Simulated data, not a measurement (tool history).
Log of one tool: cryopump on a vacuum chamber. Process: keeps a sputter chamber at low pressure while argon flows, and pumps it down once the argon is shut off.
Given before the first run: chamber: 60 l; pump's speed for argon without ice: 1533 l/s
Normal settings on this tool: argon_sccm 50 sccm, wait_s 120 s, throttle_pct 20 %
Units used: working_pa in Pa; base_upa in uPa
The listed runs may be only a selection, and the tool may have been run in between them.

run   hour  argon_sccm  wait_s  throttle_pct  working_pa  base_upa
  1    0.0          50     120            20      0.2798      0.82
  2   31.6          76     120            20      0.4250      0.83
  3   70.3          76     120            20      0.4271      0.83
  4   91.7          76     120            20      0.4288      0.80
  5  109.9          76     120            20      0.4305      0.81
  6  130.2          76     120            20      0.4302      0.88
  7  153.0          76     120            20      0.4275      0.89
  8  193.4          76     120            20      0.4327      0.85
  9  234.5          76     120            20      0.4321      0.87
 10  260.6          50     120            20      0.2847      0.88
 11  293.0          39     120            20      0.2242      0.91
 12  336.0          39     120            20      0.2218      0.92
 13  375.2          50     156            20      0.2870      0.81
 14  402.9          48      46            27      0.2081      1.57
 15  426.6          48      46            27      0.2079      1.58
 16  445.4          96      26            24      0.4685      2.35
 17  489.0          69      49            17      0.4656      1.54
 18  532.4          69      49            17      0.4668      1.56
 19  551.0          38      80            48      0.1005      1.21
     592.2  -- pump warmed up, emptied and cooled again
 20  593.4          38      80            48      0.0879      1.08
 21  634.2          38      52            37      0.1144      1.42
 22  665.8          98     120            17      0.6425      0.88
 23  692.9          98     120            45      0.2461      0.96
 24  712.3          98     120            45      0.2450      0.94

Selected run-to-run steps in working_pa, each split into two signed amounts: the part the tool would show with no hidden state at all (from settings, incoming material and random variation), and the remainder, which goes to the hidden state together with any gauge scatter not common to the measured and the hidden-state-free results:
What the log doesn't record here: pump's speed, % of a pump's without ice; cold plate's temperature, K; leak into the chamber, uPa l/s; drift of the gauge itself on working_pa, %; drift of the gauge itself on base_upa, %.
Run 15 -> 16: argon_sccm 48 -> 96, wait_s 46 -> 26, throttle_pct 27 -> 24. working_pa +0.2606 Pa: hidden state +0.0137, all else +0.2469.
Run 19 -> 20: pump warmed up, emptied and cooled again. working_pa -0.0126 Pa: hidden state -0.0117, all else -0.0009.
Run 21 -> 22: argon_sccm 38 -> 98, wait_s 52 -> 120, throttle_pct 37 -> 17. working_pa +0.5281 Pa: hidden state +0.0027, all else +0.5254.
Run 22 -> 23: throttle_pct 17 -> 45. working_pa -0.3964 Pa: hidden state +0.0009, all else -0.3973.
